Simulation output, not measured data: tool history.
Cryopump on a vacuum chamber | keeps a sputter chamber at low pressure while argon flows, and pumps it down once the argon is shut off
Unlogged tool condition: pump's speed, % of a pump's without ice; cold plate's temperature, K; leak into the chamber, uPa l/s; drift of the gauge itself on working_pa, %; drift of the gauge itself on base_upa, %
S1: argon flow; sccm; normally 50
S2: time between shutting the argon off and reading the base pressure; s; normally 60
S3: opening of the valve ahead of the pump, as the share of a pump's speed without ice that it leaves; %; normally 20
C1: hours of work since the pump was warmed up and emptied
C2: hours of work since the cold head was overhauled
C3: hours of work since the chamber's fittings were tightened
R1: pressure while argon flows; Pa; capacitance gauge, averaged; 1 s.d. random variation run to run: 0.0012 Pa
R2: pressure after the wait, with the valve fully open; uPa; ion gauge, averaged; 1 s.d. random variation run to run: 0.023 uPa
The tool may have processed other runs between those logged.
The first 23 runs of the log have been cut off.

{"day": 62.867, "done": "pump warmed up, emptied and cooled again"}
{"run": 24, "day": 62.888, "S1": 61, "S2": 60, "S3": 22, "C1": 0, "C2": 3515, "C3": 2011, "R1": 0.3001, "R2": 1.48}
{"run": 25, "day": 64.433, "S1": 94, "S2": 60, "S3": 36, "C1": 32, "C2": 3547, "C3": 2044, "R1": 0.2859, "R2": 1.5}
{"run": 26, "day": 67.879, "S1": 83, "S2": 30, "S3": 20, "C1": 104, "C2": 3618, "C3": 2115, "R1": 0.4527, "R2": 2.06}
{"run": 27, "day": 70.354, "S1": 48, "S2": 146, "S3": 19, "C1": 155, "C2": 3670, "C3": 2166, "R1": 0.2744, "R2": 1.21}
{"run": 28, "day": 73.679, "S1": 48, "S2": 146, "S3": 19, "C1": 225, "C2": 3739, "C3": 2236, "R1": 0.2758, "R2": 1.29}
{"run": 29, "day": 77.192, "S1": 20, "S2": 22, "S3": 19, "C1": 297, "C2": 3812, "C3": 2309, "R1": 0.1154, "R2": 2.55}
{"run": 30, "day": 79.408, "S1": 66, "S2": 60, "S3": 20, "C1": 343, "C2": 3858, "C3": 2355, "R1": 0.3685, "R2": 1.63}
{"run": 31, "day": 82.971, "S1": 71, "S2": 60, "S3": 20, "C1": 417, "C2": 3932, "C3": 2429, "R1": 0.3961, "R2": 1.71}
{"run": 32, "day": 85.275, "S1": 71, "S2": 60, "S3": 20, "C1": 465, "C2": 3979, "C3": 2476, "R1": 0.3969, "R2": 1.71}
{"run": 33, "day": 86.775, "S1": 71, "S2": 60, "S3": 20, "C1": 496, "C2": 4011, "C3": 2507, "R1": 0.3956, "R2": 1.72}
{"run": 34, "day": 89.15, "S1": 50, "S2": 90, "S3": 20, "C1": 546, "C2": 4060, "C3": 2557, "R1": 0.281, "R2": 1.61}
{"day": 90.229, "done": "pump warmed up, emptied and cooled again"}
{"day": 90.617, "done": "leaking fittings of the chamber tightened, without venting"}
{"run": 35, "day": 92.4, "S1": 87, "S2": 281, "S3": 20, "C1": 43, "C2": 4121, "C3": 37, "R1": 0.4741, "R2": 0.33}

Here are 3 independent what-if runs from the current tool condition. What would each one return?
{"run": "A", "day": 96.108, "S1": 28, "S2": 220, "S3": 17, "C1": 120, "C2": 4198, "C3": 114, "R1": "?", "R2": "?"}
{"run": "B", "day": 96.108, "S1": 26, "S2": 281, "S3": 48, "C1": 120, "C2": 4198, "C3": 114, "R1": "?", "R2": "?"}
{"run": "C", "day": 96.108, "S1": 29, "S2": 281, "S3": 36, "C1": 120, "C2": 4198, "C3": 114, "R1": "?", "R2": "?"}

run=A R1=0.1797 R2=0.41
run=B R1=0.0603 R2=0.40
run=C R1=0.0898 R2=0.36
The same runs, with their run-to-run variation unchanged, on a tool lacking any hidden condition would have given:
run=A R1=0.1764 R2=0.34
run=B R1=0.0572 R2=0.33
run=C R1=0.0863 R2=0.29
